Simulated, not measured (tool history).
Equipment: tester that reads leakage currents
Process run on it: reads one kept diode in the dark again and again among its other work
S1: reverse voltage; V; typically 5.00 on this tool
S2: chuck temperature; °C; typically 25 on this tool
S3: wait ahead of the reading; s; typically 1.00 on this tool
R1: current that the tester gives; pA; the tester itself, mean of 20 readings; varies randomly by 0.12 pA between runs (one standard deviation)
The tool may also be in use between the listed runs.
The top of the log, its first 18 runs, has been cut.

run,hour,S1,S2,S3,R1
19,2016.4,5.00,25,0.70,32.96
20,2092.6,5.00,25,1.49,32.27
21,2179.8,5.00,25,1.49,32.35
22,2295.5,19.37,25,1.49,57.32
23,2413.6,19.37,51,1.49,457.56
24,2571.9,3.73,30,1.00,44.11
# hour 2586.3: tester calibrated
25,2684.7,6.53,46,9.09,201.98
26,2800.1,1.82,42,0.82,90.52
27,2937.0,2.70,29,0.33,35.59
# hour 3042.0: probe card cleaned and baked
28,3061.7,14.86,39,1.31,151.13
# hour 3075.5: chuck's temperature calibrated
29,3212.6,11.66,42,2.43,163.88
30,3359.1,8.29,48,3.09,233.12
31,3473.7,2.03,51,0.75,176.56
# hour 3513.4: chuck's temperature calibrated, once more
32,3629.2,2.03,51,0.75,224.58
33,3788.8,9.08,53,6.02,450.30
34,3893.5,15.00,25,0.58,56.12
35,3987.3,4.95,48,4.80,243.30
36,4103.0,5.00,25,1.83,35.17
37,4181.9,5.00,25,1.83,35.11
38,4299.2,2.35,34,0.41,58.14
39,4412.5,6.80,57,0.33,538.59
40,4570.6,8.95,25,0.42,45.64
41,4680.0,1.32,36,4.53,54.68

Predict each of these 3 candidate next runs independently; none follows another, all start after run 41:
A,4830.9,1.88,60,1.00,?
B,4830.9,2.38,36,4.53,?
C,4830.9,6.53,39,0.78,?

run,R1
A,413.05
B,67.14
C,127.37
Without the tool's unlogged condition, the same runs would have read:
run,R1
A,425.00
B,69.10
C,130.60
